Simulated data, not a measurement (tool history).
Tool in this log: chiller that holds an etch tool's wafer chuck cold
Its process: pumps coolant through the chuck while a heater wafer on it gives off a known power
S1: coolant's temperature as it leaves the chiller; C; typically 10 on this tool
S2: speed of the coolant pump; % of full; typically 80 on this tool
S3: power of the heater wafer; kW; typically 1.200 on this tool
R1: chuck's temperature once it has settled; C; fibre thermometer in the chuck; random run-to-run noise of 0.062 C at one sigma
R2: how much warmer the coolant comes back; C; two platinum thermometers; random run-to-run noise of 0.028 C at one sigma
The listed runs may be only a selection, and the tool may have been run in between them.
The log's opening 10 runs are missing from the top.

Run 11, hour 1206.5: usual settings. Result: R1 17.95 C, R2 2.65 C.
Run 12, hour 1274.9: usual settings. Result: R1 17.94 C, R2 2.67 C.
Run 13, hour 1389.7: usual settings but S3 1.333 kW. Result: R1 18.88 C, R2 2.93 C.
Run 14, hour 1466.1: usual settings but S3 1.333 kW. Result: R1 18.78 C, R2 2.96 C.
Run 15, hour 1611.4: usual settings but S3 1.333 kW. Result: R1 18.76 C, R2 2.96 C.
Run 16, hour 1676.4: usual settings but S3 1.333 kW. Result: R1 18.85 C, R2 2.99 C.
Run 17, hour 1811.7: usual settings but S2 65 % of full, S3 1.333 kW. Result: R1 20.48 C, R2 3.71 C.
Run 18, hour 1943.6: usual settings but S1 9 C, S2 65 % of full, S3 1.333 kW. Result: R1 19.55 C, R2 3.69 C.
Run 19, hour 2098.7: usual settings but S1 9 C, S2 62 % of full, S3 1.698 kW. Result: R1 23.01 C, R2 5.00 C.
Run 20, hour 2200.9: usual settings but S1 9 C, S2 87 % of full, S3 1.698 kW. Result: R1 19.72 C, R2 3.47 C.
Run 21, hour 2321.5: usual settings but S1 9 C, S2 87 % of full, S3 1.698 kW. Result: R1 19.73 C, R2 3.48 C.
Run 22, hour 2391.8: usual settings but S1 9 C, S2 74 % of full, S3 0.709 kW. Result: R1 13.69 C, R2 1.77 C.
Run 23, hour 2509.4: usual settings but S2 76 % of full, S3 0.877 kW. Result: R1 15.95 C, R2 2.03 C.
Run 24, hour 2623.2: usual settings but S2 76 % of full, S3 0.877 kW. Result: R1 15.84 C, R2 2.13 C.
Run 25, hour 2777.1: usual settings but S1 1 C, S2 76 % of full, S3 0.877 kW. Result: R1 6.92 C, R2 2.08 C.
Run 26, hour 2845.6: usual settings but S1 1 C, S2 76 % of full, S3 0.877 kW. Result: R1 6.91 C, R2 2.05 C.
Run 27, hour 2929.6: usual settings but S3 1.665 kW. Result: R1 21.28 C, R2 3.81 C.
Run 28, hour 3077.3: usual settings but S2 86 % of full, S3 0.684 kW. Result: R1 13.97 C, R2 1.46 C.
Run 29, hour 3185.8: usual settings but S2 74 % of full, S3 0.927 kW. Result: R1 16.45 C, R2 2.28 C.
Run 30, hour 3284.2: usual settings but S1 13 C, S2 98 % of full. Result: R1 19.71 C, R2 2.18 C.
Run 31, hour 3406.0: usual settings but S1 13 C, S2 98 % of full. Result: R1 19.66 C, R2 2.22 C.
Run 32, hour 3524.9: usual settings but S1 4 C, S2 81 % of full, S3 1.508 kW. Result: R1 14.22 C, R2 3.43 C.
Run 33, hour 3664.3: usual settings but S1 4 C, S2 81 % of full, S3 1.508 kW. Result: R1 14.07 C, R2 3.45 C.

Consider 3 possible next runs. They are alternatives, not a sequence: every one starts from the tool as it was left by run 33. What does each give?
Run A, hour 3760.5: usual settings but S1 1 C, S2 83 % of full, S3 0.620 kW. Result: R1 ?, R2 ?.
Run B, hour 3760.5: usual settings but S1 5 C, S2 84 % of full, S3 0.725 kW. Result: R1 ?, R2 ?.
Run C, hour 3760.5: usual settings but S1 11 C, S2 73 % of full, S3 0.737 kW. Result: R1 ?, R2 ?.

run     R1    R2
  A   4.71  1.36
  B   9.23  1.60
  C  16.02  1.89
The same runs, with their run-to-run variation unchanged, on a tool lacking any hidden condition would have given:
run     R1    R2
  A   4.94  1.27
  B   9.37  1.49
  C  16.07  1.76
